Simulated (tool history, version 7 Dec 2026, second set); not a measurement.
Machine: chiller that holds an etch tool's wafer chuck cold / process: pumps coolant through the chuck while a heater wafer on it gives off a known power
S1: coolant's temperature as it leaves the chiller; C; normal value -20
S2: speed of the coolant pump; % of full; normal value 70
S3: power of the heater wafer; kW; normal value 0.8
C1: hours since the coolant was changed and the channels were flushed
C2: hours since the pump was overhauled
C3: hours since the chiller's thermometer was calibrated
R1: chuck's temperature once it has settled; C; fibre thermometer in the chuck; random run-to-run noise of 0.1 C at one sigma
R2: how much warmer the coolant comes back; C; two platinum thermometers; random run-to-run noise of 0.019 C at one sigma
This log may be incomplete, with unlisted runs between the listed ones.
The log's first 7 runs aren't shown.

run,hour,S1,S2,S3,C1,C2,C3,R1,R2
8,922.7,-20,70,0.8,3200,248,1030,-9.4,2.05
# hour 1025: coolant changed, channels flushed
9,1048.3,-20,70,0.852,23,368,1149,-8.8,2.22
10,1131.3,-20,70,0.852,106,451,1232,-8.7,2.2
11,1213.9,-20,70,0.852,189,533,1315,-8.9,2.21
12,1371,-20,70,0.852,346,690,1472,-8.7,2.23
13,1494.9,-20,70,0.8,470,814,1596,-9.3,2.05
14,1628,-20,70,0.8,603,947,1729,-9.4,2.09
15,1771.5,-20,70,0.8,747,1091,1873,-9.4,2.09
16,1849.7,-20,70,0.8,825,1169,1951,-9.3,2.09
17,2009.2,-14,79,0.972,984,1329,2110,-1.9,2.22
18,2114.2,-14,79,0.972,1089,1433,2215,-2.4,2.22
19,2245.1,-24,80,0.734,1220,1564,2346,-15.2,1.66
20,2382.2,-30,91,0.736,1357,1701,2483,-22.1,1.49
21,2473.9,-19,73,0.8,1449,1793,2575,-8.8,2
22,2582.2,-19,73,0.8,1557,1901,2683,-8.8,2.01
23,2690.5,-19,73,0.8,1665,2010,2792,-8.6,1.96
24,2868.5,-19,73,0.8,1843,2188,2970,-8.9,2.03
25,3010.1,-21,75,1.138,1985,2329,3111,-6.8,2.77
26,3131.7,-20,85,0.8,2107,2451,3233,-10.9,1.69
27,3242.2,-28,62,0.8,2217,2561,3343,-16.4,2.33
28,3392.9,-24,60,0.428,2368,2712,3494,-17.6,1.28
29,3504.7,-24,60,0.428,2480,2824,3606,-17.7,1.28
30,3600.8,-24,79,0.704,2576,2920,3702,-15.6,1.63
31,3724.3,-19,79,0.704,2699,3044,3826,-10.4,1.62
# hour 3845.9: chiller's thermometer calibrated
32,3861.1,-20,88,0.78,2835,3179,15,-11.3,1.62

3 ways to go on from here, each from the tool as it stands after run 32. What would each give?
A,3967.3,-20,69,0.567,2941,3286,121,?,?
B,3967.3,-20,88,0.729,2941,3286,121,?,?
C,3967.3,-20,85,0.777,2941,3286,121,?,?

run,R1,R2
A,-12.3,1.47
B,-11.9,1.51
C,-11.2,1.69
What these runs would have given with no unlogged condition in the tool:
run,R1,R2
A,-12.3,1.47
B,-11.9,1.51
C,-11.2,1.68

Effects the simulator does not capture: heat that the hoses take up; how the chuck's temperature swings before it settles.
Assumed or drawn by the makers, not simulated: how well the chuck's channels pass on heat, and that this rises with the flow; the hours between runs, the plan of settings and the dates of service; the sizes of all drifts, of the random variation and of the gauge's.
